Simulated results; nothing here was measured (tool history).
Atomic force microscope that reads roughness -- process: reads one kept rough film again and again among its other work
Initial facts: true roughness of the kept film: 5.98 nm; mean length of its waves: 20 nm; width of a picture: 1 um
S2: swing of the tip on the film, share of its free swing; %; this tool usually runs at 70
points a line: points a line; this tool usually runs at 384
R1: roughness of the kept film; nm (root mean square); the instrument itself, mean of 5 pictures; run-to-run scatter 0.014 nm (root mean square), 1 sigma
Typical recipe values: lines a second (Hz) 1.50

{"run": 1, "hour": 0.0, "lines a second (Hz)": 1.5, "S2": 70, "points a line": 384, "R1": 2.213}
{"run": 2, "hour": 13.0, "lines a second (Hz)": 1.5, "S2": 70, "points a line": 337, "R1": 2.115}
{"run": 3, "hour": 20.1, "lines a second (Hz)": 1.5, "S2": 70, "points a line": 337, "R1": 2.072}
{"run": 4, "hour": 32.9, "lines a second (Hz)": 1.5, "S2": 70, "points a line": 786, "R1": 2.034}
{"run": 5, "hour": 46.8, "lines a second (Hz)": 2.64, "S2": 70, "points a line": 786, "R1": 1.854}
{"run": 6, "hour": 53.2, "lines a second (Hz)": 2.64, "S2": 70, "points a line": 786, "R1": 1.821}
{"run": 7, "hour": 61.5, "lines a second (Hz)": 1.5, "S2": 70, "points a line": 492, "R1": 1.89}
{"run": 8, "hour": 73.5, "lines a second (Hz)": 1.5, "S2": 70, "points a line": 492, "R1": 1.834}
{"run": 9, "hour": 88.4, "lines a second (Hz)": 1.5, "S2": 70, "points a line": 492, "R1": 1.798}
{"run": 10, "hour": 100.6, "lines a second (Hz)": 1.5, "S2": 75, "points a line": 555, "R1": 1.684}
{"run": 11, "hour": 112.1, "lines a second (Hz)": 1.5, "S2": 75, "points a line": 555, "R1": 1.647}
{"hour": 114.1, "done": "new tip fitted"}
{"run": 12, "hour": 120.5, "lines a second (Hz)": 0.73, "S2": 70, "points a line": 555, "R1": 3.445}
{"run": 13, "hour": 132.2, "lines a second (Hz)": 1.99, "S2": 58, "points a line": 352, "R1": 3.22}
{"run": 14, "hour": 138.7, "lines a second (Hz)": 0.87, "S2": 62, "points a line": 967, "R1": 3.257}
{"run": 15, "hour": 151.8, "lines a second (Hz)": 1.5, "S2": 70, "points a line": 375, "R1": 2.918}
{"run": 16, "hour": 160.9, "lines a second (Hz)": 2.6, "S2": 70, "points a line": 370, "R1": 2.678}
{"run": 17, "hour": 169.8, "lines a second (Hz)": 1.55, "S2": 70, "points a line": 384, "R1": 2.755}

What if the next run were any one of these 5? Each begins from the tool's condition after run 17:
{"run": "A", "hour": 182.7, "lines a second (Hz)": 1.5, "S2": 70, "points a line": 377, "R1": "?"}
{"run": "B", "hour": 182.7, "lines a second (Hz)": 1.5, "S2": 90, "points a line": 384, "R1": "?"}
{"run": "C", "hour": 182.7, "lines a second (Hz)": 0.93, "S2": 64, "points a line": 286, "R1": "?"}
{"run": "D", "hour": 182.7, "lines a second (Hz)": 1.5, "S2": 68, "points a line": 384, "R1": "?"}
{"run": "E", "hour": 182.7, "lines a second (Hz)": 3.86, "S2": 70, "points a line": 1002, "R1": "?"}

run=A R1=2.640
run=B R1=2.297
run=C R1=2.713
run=D R1=2.641
run=E R1=2.353
Without the tool's unlogged condition, the same runs would have read:
run=A R1=3.414
run=B R1=2.970
run=C R1=3.508
run=D R1=3.417
run=E R1=3.044
